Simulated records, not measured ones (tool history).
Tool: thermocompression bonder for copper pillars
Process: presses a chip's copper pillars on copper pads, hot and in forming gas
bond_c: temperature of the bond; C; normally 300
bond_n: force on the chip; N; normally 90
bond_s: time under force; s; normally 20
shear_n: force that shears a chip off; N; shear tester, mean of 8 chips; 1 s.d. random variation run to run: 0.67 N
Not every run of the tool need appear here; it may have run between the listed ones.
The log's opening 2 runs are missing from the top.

run	day	bond_c	bond_n	bond_s	hours of work since the heater was calibrated	hours of work since the force cell was calibrated	hours of work since the gas filter was changed	shear_n
3	5.021	300	90	20	426	426	156	39.8
4	8.129	300	90	20	483	483	213	38.1
5	9.721	300	90	20	513	513	242	39.1
# day 11.35: forming gas filter changed
6	12.829	300	90	58	570	570	27	61.2
7	15.642	300	90	31	622	622	79	47
8	17.55	300	90	21	657	657	115	41
# day 17.883: heater calibrated with a thermocouple chip
9	19.538	300	90	21	31	692	150	43.8
10	23.129	300	90	20	97	758	216	42.2
11	25.654	300	58	20	144	805	263	27.2
# day 26.092: forming gas filter changed
12	28.208	300	90	20	190	852	39	44.6
13	31.838	300	90	20	257	919	106	43.6
14	34.779	300	90	20	312	973	161	42.4
15	36.417	300	90	20	342	1004	191	42.8
16	40.05	300	90	20	409	1071	258	40.6
# day 40.875: forming gas filter changed
17	41.796	300	90	20	441	1103	17	42.2
18	43.308	296	90	20	469	1131	45	39.7
19	45.146	296	90	20	503	1164	79	39.8
20	47.875	300	88	20	553	1215	129	40.9
21	51.558	310	115	17	621	1283	197	52.2
# day 53.279: force cell calibrated
# day 53.704: heater calibrated with a thermocouple chip
22	54.333	310	85	28	12	18	246	50.7

Forecast run 23:
# day 55.821: forming gas filter changed
23	57.583	328	132	13	71	78	33	?

{"run 23": {"shear_n": 69.3}}
Take away the tool's hidden state, keep the run-to-run variation as it was, and the same run would have given shear_n 70.4 N.
